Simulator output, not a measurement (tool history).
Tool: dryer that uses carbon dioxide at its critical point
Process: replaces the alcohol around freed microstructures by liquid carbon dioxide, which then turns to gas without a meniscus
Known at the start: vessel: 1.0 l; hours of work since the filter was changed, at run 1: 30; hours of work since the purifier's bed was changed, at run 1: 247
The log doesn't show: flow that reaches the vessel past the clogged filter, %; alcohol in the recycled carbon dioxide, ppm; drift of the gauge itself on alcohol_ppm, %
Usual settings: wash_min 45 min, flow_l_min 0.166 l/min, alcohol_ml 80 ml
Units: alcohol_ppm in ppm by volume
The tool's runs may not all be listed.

| run | hour | wash_min | flow_l_min | alcohol_ml | hours of work since the filter was changed | hours of work since the purifier's bed was changed | alcohol_ppm |
|---|---|---|---|---|---|---|---|
| 1 | 0.0 | 45 | 0.166 | 80 | 30 | 247 | 208 |
| 2 | 9.6 | 45 | 0.166 | 80 | 33 | 251 | 211 |
| 3 | 22.4 | 45 | 0.166 | 80 | 37 | 255 | 227 |
| 4 | 40.2 | 53 | 0.166 | 80 | 44 | 261 | 92 |
| 5 | 62.2 | 53 | 0.166 | 80 | 51 | 269 | 96 |
| 6 | 84.0 | 45 | 0.166 | 80 | 58 | 276 | 216 |
| 7 | 105.3 | 45 | 0.166 | 80 | 66 | 283 | 234 |
| 8 | 115.4 | 45 | 0.166 | 80 | 69 | 287 | 223 |
| 9 | 134.6 | 45 | 0.281 | 20 | 76 | 293 | 26 |
| 10 | 149.8 | 45 | 0.281 | 20 | 81 | 298 | 30 |
| 11 | 171.0 | 37 | 0.281 | 47 | 88 | 306 | 40 |
| 12 | 182.4 | 45 | 0.195 | 45 | 92 | 309 | 70 |
| 13 | 201.7 | 28 | 0.166 | 92 | 99 | 316 | 2273 |
| 14 | 222.7 | 28 | 0.166 | 92 | 106 | 323 | 2313 |
| 15 | 242.0 | 28 | 0.166 | 92 | 112 | 330 | 2223 |
| 16 | 265.0 | 32 | 0.166 | 37 | 120 | 338 | 568 |

Forecast each of these 4 alternatives for the next run:
| A | 276.1 | 41 | 0.106 | 55 | 124 | 341 | ? |
| B | 276.1 | 32 | 0.254 | 45 | 124 | 341 | ? |
| C | 276.1 | 32 | 0.166 | 20 | 124 | 341 | ? |
| D | 276.1 | 42 | 0.149 | 37 | 124 | 341 | ? |

| run | alcohol_ppm |
|---|---|
| A | 1766 |
| B | 88 |
| C | 321 |
| D | 281 |
Without the tool's hidden state the same runs would have given:
| run | alcohol_ppm |
|---|---|
| A | 1624 |
| B | 53 |
| C | 269 |
| D | 229 |

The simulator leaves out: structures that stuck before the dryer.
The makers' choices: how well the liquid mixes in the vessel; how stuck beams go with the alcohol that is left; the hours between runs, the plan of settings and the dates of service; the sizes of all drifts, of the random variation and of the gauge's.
